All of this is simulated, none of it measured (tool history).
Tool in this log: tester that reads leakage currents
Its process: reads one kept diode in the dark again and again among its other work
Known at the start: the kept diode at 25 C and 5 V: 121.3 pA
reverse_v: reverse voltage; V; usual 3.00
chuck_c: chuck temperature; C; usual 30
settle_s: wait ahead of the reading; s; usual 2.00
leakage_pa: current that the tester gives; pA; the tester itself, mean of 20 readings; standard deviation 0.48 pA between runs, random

{"run": 1, "hour": 0.0, "reverse_v": 3.0, "chuck_c": 30, "settle_s": 2.0, "leakage_pa": 160.9}
{"run": 2, "hour": 74.3, "reverse_v": 3.0, "chuck_c": 30, "settle_s": 0.52, "leakage_pa": 164.18}
{"run": 3, "hour": 143.8, "reverse_v": 3.0, "chuck_c": 30, "settle_s": 0.52, "leakage_pa": 165.18}
{"run": 4, "hour": 187.5, "reverse_v": 3.0, "chuck_c": 30, "settle_s": 1.46, "leakage_pa": 163.98}
{"run": 5, "hour": 227.8, "reverse_v": 3.0, "chuck_c": 30, "settle_s": 1.46, "leakage_pa": 164.78}
{"run": 6, "hour": 301.6, "reverse_v": 3.0, "chuck_c": 30, "settle_s": 1.46, "leakage_pa": 165.41}
{"run": 7, "hour": 376.7, "reverse_v": 3.0, "chuck_c": 30, "settle_s": 1.46, "leakage_pa": 165.79}
{"run": 8, "hour": 423.6, "reverse_v": 3.0, "chuck_c": 30, "settle_s": 1.46, "leakage_pa": 166.89}
{"run": 9, "hour": 466.2, "reverse_v": 3.0, "chuck_c": 30, "settle_s": 1.46, "leakage_pa": 166.79}
{"run": 10, "hour": 545.9, "reverse_v": 1.39, "chuck_c": 30, "settle_s": 2.0, "leakage_pa": 122.0}
{"hour": 591.0, "done": "probe card cleaned and baked"}
{"run": 11, "hour": 618.9, "reverse_v": 1.39, "chuck_c": 30, "settle_s": 2.0, "leakage_pa": 121.01}
{"run": 12, "hour": 660.2, "reverse_v": 1.39, "chuck_c": 30, "settle_s": 2.0, "leakage_pa": 121.74}
{"run": 13, "hour": 704.6, "reverse_v": 3.0, "chuck_c": 33, "settle_s": 2.0, "leakage_pa": 218.99}
{"run": 14, "hour": 752.7, "reverse_v": 3.0, "chuck_c": 29, "settle_s": 2.0, "leakage_pa": 153.88}
{"run": 15, "hour": 822.8, "reverse_v": 3.0, "chuck_c": 30, "settle_s": 0.72, "leakage_pa": 170.29}
{"run": 16, "hour": 900.2, "reverse_v": 3.0, "chuck_c": 30, "settle_s": 0.72, "leakage_pa": 170.45}
{"run": 17, "hour": 972.8, "reverse_v": 1.94, "chuck_c": 30, "settle_s": 2.0, "leakage_pa": 142.31}
{"run": 18, "hour": 1032.2, "reverse_v": 3.0, "chuck_c": 30, "settle_s": 2.1, "leakage_pa": 171.44}
{"run": 19, "hour": 1102.3, "reverse_v": 3.0, "chuck_c": 30, "settle_s": 2.1, "leakage_pa": 171.96}
{"run": 20, "hour": 1140.7, "reverse_v": 3.0, "chuck_c": 30, "settle_s": 2.0, "leakage_pa": 172.97}
{"run": 21, "hour": 1176.5, "reverse_v": 3.0, "chuck_c": 30, "settle_s": 2.0, "leakage_pa": 173.81}
{"run": 22, "hour": 1232.5, "reverse_v": 6.51, "chuck_c": 30, "settle_s": 2.0, "leakage_pa": 240.98}
{"run": 23, "hour": 1271.7, "reverse_v": 17.47, "chuck_c": 42, "settle_s": 1.0, "leakage_pa": 1053.07}
{"run": 24, "hour": 1313.7, "reverse_v": 3.0, "chuck_c": 30, "settle_s": 0.32, "leakage_pa": 177.86}
{"run": 25, "hour": 1355.9, "reverse_v": 1.38, "chuck_c": 30, "settle_s": 1.06, "leakage_pa": 126.34}
{"run": 26, "hour": 1425.0, "reverse_v": 3.14, "chuck_c": 30, "settle_s": 0.41, "leakage_pa": 181.91}
{"run": 27, "hour": 1489.0, "reverse_v": 3.14, "chuck_c": 30, "settle_s": 0.41, "leakage_pa": 182.56}
{"run": 28, "hour": 1560.2, "reverse_v": 3.14, "chuck_c": 30, "settle_s": 0.41, "leakage_pa": 183.59}
{"run": 29, "hour": 1594.6, "reverse_v": 1.02, "chuck_c": 26, "settle_s": 6.72, "leakage_pa": 78.23}
{"run": 30, "hour": 1650.8, "reverse_v": 1.02, "chuck_c": 36, "settle_s": 6.72, "leakage_pa": 195.05}
{"run": 31, "hour": 1726.1, "reverse_v": 1.02, "chuck_c": 59, "settle_s": 6.13, "leakage_pa": 1301.33}
{"run": 32, "hour": 1806.6, "reverse_v": 14.85, "chuck_c": 30, "settle_s": 1.06, "leakage_pa": 359.41}
{"run": 33, "hour": 1847.1, "reverse_v": 1.27, "chuck_c": 30, "settle_s": 1.06, "leakage_pa": 126.54}
{"run": 34, "hour": 1893.2, "reverse_v": 1.27, "chuck_c": 30, "settle_s": 1.06, "leakage_pa": 127.43}
{"run": 35, "hour": 1940.0, "reverse_v": 1.27, "chuck_c": 30, "settle_s": 1.06, "leakage_pa": 128.28}
{"run": 36, "hour": 2009.7, "reverse_v": 6.72, "chuck_c": 51, "settle_s": 3.57, "leakage_pa": 1549.04}
{"run": 37, "hour": 2076.3, "reverse_v": 6.72, "chuck_c": 51, "settle_s": 3.57, "leakage_pa": 1549.15}
{"run": 38, "hour": 2110.4, "reverse_v": 13.63, "chuck_c": 26, "settle_s": 2.0, "leakage_pa": 245.92}
{"run": 39, "hour": 2188.1, "reverse_v": 1.22, "chuck_c": 26, "settle_s": 1.2, "leakage_pa": 88.14}
{"run": 40, "hour": 2257.8, "reverse_v": 2.36, "chuck_c": 59, "settle_s": 1.2, "leakage_pa": 1915.5}

Measured result minus the same run's result without the hidden state. Both carry the same run-to-run variation, though not necessarily the same gauge scatter:
What the log doesn't record here: stray current of the dirty probe card, pA a volt; current scale over the true one, %; true chuck temperature over the reading, C; drift of the gauge itself on leakage_pa, %.
run=1 leakage_pa=+3.77
run=2 leakage_pa=+4.60
run=3 leakage_pa=+5.40
run=4 leakage_pa=+5.89
run=5 leakage_pa=+6.36
run=6 leakage_pa=+7.21
run=7 leakage_pa=+8.03
run=8 leakage_pa=+8.64
run=9 leakage_pa=+9.15
run=10 leakage_pa=+6.83
run=11 leakage_pa=+6.32
run=12 leakage_pa=+6.69
run=13 leakage_pa=+12.47
run=14 leakage_pa=+9.45
run=15 leakage_pa=+11.11
run=16 leakage_pa=+12.06
run=17 leakage_pa=+10.72
run=18 leakage_pa=+13.63
run=19 leakage_pa=+14.47
run=20 leakage_pa=+14.97
run=21 leakage_pa=+15.42
run=22 leakage_pa=+22.74
run=23 leakage_pa=+93.26
run=24 leakage_pa=+17.10
run=25 leakage_pa=+12.45
run=26 leakage_pa=+18.82
run=27 leakage_pa=+19.55
run=28 leakage_pa=+20.48
run=29 leakage_pa=+9.10
run=30 leakage_pa=+21.64
run=31 leakage_pa=+131.10
run=32 leakage_pa=+49.12
run=33 leakage_pa=+16.21
run=34 leakage_pa=+16.69
run=35 leakage_pa=+17.14
run=36 leakage_pa=+187.30
run=37 leakage_pa=+192.41
run=38 leakage_pa=+41.12
run=39 leakage_pa=+13.51
run=40 leakage_pa=+242.59
